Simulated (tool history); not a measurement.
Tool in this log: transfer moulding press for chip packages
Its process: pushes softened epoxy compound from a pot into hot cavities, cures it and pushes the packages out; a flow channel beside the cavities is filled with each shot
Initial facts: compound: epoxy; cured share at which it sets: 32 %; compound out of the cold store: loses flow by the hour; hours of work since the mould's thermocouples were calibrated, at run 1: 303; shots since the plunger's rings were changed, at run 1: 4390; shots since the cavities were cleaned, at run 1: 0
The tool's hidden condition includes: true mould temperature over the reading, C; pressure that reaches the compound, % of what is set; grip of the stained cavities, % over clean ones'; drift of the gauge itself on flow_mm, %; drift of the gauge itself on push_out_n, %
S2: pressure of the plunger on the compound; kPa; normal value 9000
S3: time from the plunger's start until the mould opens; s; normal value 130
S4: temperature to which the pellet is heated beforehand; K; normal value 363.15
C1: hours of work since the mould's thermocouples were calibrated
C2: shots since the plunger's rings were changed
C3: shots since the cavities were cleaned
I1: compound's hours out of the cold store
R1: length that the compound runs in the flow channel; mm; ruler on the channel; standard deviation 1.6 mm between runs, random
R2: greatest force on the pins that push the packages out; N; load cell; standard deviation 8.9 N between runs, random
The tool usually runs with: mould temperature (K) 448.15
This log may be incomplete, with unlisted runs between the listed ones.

run 1 hour=0.0 | mould_temperature_(K)=448.15 S2=9000 S3=130 S4=363.15 | C1=303 C2=4390 C3=0 | I1=24.0 | R1=631 R2=410
-- hour=25.1 plunger's sealing rings changed
run 2 hour=53.8 | mould_temperature_(K)=448.15 S2=9000 S3=130 S4=363.15 | C1=335 C2=245 C3=438 | I1=18.0 | R1=661 R2=669
-- hour=64.9 mould's thermocouples calibrated
run 3 hour=88.7 | mould_temperature_(K)=448.15 S2=9640 S3=130 S4=363.15 | C1=15 C2=527 C3=720 | I1=25.7 | R1=668 R2=791
run 4 hour=136.1 | mould_temperature_(K)=448.15 S2=9640 S3=130 S4=363.15 | C1=45 C2=932 C3=1125 | I1=43.2 | R1=641 R2=818
-- hour=140.7 cavities cleaned with cleaning compound and waxed
run 5 hour=177.1 | mould_temperature_(K)=446.15 S2=9000 S3=130 S4=363.15 | C1=70 C2=1270 C3=311 | I1=46.4 | R1=617 R2=656
run 6 hour=201.8 | mould_temperature_(K)=446.15 S2=9000 S3=130 S4=363.15 | C1=86 C2=1481 C3=522 | I1=45.0 | R1=617 R2=778
run 7 hour=227.9 | mould_temperature_(K)=448.15 S2=9000 S3=130 S4=363.15 | C1=102 C2=1704 C3=745 | I1=41.9 | R1=615 R2=793
run 8 hour=256.4 | mould_temperature_(K)=448.15 S2=9000 S3=130 S4=363.15 | C1=120 C2=1948 C3=989 | I1=46.1 | R1=608 R2=843
-- hour=277.3 cavities cleaned with cleaning compound and waxed
run 9 hour=281.2 | mould_temperature_(K)=448.15 S2=9000 S3=130 S4=363.15 | C1=135 C2=2148 C3=34 | I1=33.1 | R1=627 R2=435
run 10 hour=315.8 | mould_temperature_(K)=448.15 S2=9000 S3=130 S4=363.15 | C1=157 C2=2444 C3=330 | I1=33.0 | R1=623 R2=640
run 11 hour=354.5 | mould_temperature_(K)=448.15 S2=9000 S3=130 S4=363.15 | C1=181 C2=2775 C3=661 | I1=45.1 | R1=603 R2=753
run 12 hour=377.9 | mould_temperature_(K)=442.15 S2=9000 S3=130 S4=363.15 | C1=196 C2=2975 C3=861 | I1=19.1 | R1=666 R2=1172
-- hour=412.9 cavities cleaned with cleaning compound and waxed
run 13 hour=426.3 | mould_temperature_(K)=442.15 S2=9000 S3=130 S4=363.15 | C1=225 C2=3376 C3=115 | I1=17.4 | R1=664 R2=729
run 14 hour=469.4 | mould_temperature_(K)=442.15 S2=9000 S3=130 S4=363.15 | C1=253 C2=3744 C3=483 | I1=43.0 | R1=623 R2=971
run 15 hour=512.0 | mould_temperature_(K)=455.15 S2=9000 S3=120 S4=363.15 | C1=280 C2=4109 C3=848 | I1=41.7 | R1=583 R2=694
run 16 hour=543.1 | mould_temperature_(K)=455.15 S2=8770 S3=120 S4=359.15 | C1=299 C2=4374 C3=1113 | I1=37.3 | R1=583 R2=759
-- hour=549.4 cavities cleaned with cleaning compound and waxed
-- hour=571.4 plunger's sealing rings changed
run 17 hour=603.2 | mould_temperature_(K)=455.15 S2=8770 S3=120 S4=359.15 | C1=335 C2=272 C3=440 | I1=9.6 | R1=645 R2=615
-- hour=616.2 mould's thermocouples calibrated
run 18 hour=638.2 | mould_temperature_(K)=446.15 S2=8760 S3=167 S4=355.15 | C1=14 C2=554 C3=722 | I1=33.9 | R1=631 R2=679
run 19 hour=686.9 | mould_temperature_(K)=452.15 S2=9220 S3=138 S4=363.15 | C1=45 C2=970 C3=1138 | I1=29.1 | R1=632 R2=721
-- hour=691.7 cavities cleaned with cleaning compound and waxed
run 20 hour=738.2 | mould_temperature_(K)=448.15 S2=9880 S3=141 S4=369.15 | C1=76 C2=1397 C3=399 | I1=33.5 | R1=653 R2=606
run 21 hour=794.4 | mould_temperature_(K)=448.15 S2=8100 S3=125 S4=369.15 | C1=112 C2=1877 C3=879 | I1=44.8 | R1=576 R2=806
-- hour=830.0 cavities cleaned with cleaning compound and waxed
run 22 hour=842.2 | mould_temperature_(K)=448.15 S2=8100 S3=125 S4=369.15 | C1=141 C2=2273 C3=104 | I1=17.6 | R1=617 R2=506
run 23 hour=884.5 | mould_temperature_(K)=454.15 S2=9000 S3=130 S4=363.15 | C1=168 C2=2634 C3=465 | I1=42.7 | R1=593 R2=598
run 24 hour=912.8 | mould_temperature_(K)=452.15 S2=9000 S3=118 S4=363.15 | C1=185 C2=2877 C3=708 | I1=8.3 | R1=650 R2=763
run 25 hour=954.7 | mould_temperature_(K)=452.15 S2=9000 S3=118 S4=363.15 | C1=212 C2=3235 C3=1066 | I1=22.1 | R1=625 R2=816
-- hour=969.6 cavities cleaned with cleaning compound and waxed
run 26 hour=1004.2 | mould_temperature_(K)=448.15 S2=9000 S3=114 S4=363.15 | C1=242 C2=3646 C3=297 | I1=8.6 | R1=657 R2=776
run 27 hour=1045.8 | mould_temperature_(K)=442.15 S2=10730 S3=130 S4=363.15 | C1=268 C2=4002 C3=653 | I1=25.5 | R1=711 R2=1088

Each row is a separate what-if for the run after 27, all from the same tool condition, not one after another. Results?
run A hour=1075.1 | mould_temperature_(K)=442.15 S2=9670 S3=148 S4=354.15 | C1=287 C2=4252 C3=903 | I1=39.0 | R1=? R2=?
run B hour=1075.1 | mould_temperature_(K)=448.15 S2=8980 S3=130 S4=363.15 | C1=287 C2=4252 C3=903 | I1=46.6 | R1=? R2=?
run C hour=1075.1 | mould_temperature_(K)=445.15 S2=10730 S3=153 S4=363.15 | C1=287 C2=4252 C3=903 | I1=28.7 | R1=? R2=?

run=A R1=649 R2=905
run=B R1=594 R2=791
run=C R1=690 R2=763
The same runs, with their run-to-run variation unchanged, on a tool lacking any hidden condition would have given:
run=A R1=670 R2=435
run=B R1=614 R2=382
run=C R1=712 R2=371

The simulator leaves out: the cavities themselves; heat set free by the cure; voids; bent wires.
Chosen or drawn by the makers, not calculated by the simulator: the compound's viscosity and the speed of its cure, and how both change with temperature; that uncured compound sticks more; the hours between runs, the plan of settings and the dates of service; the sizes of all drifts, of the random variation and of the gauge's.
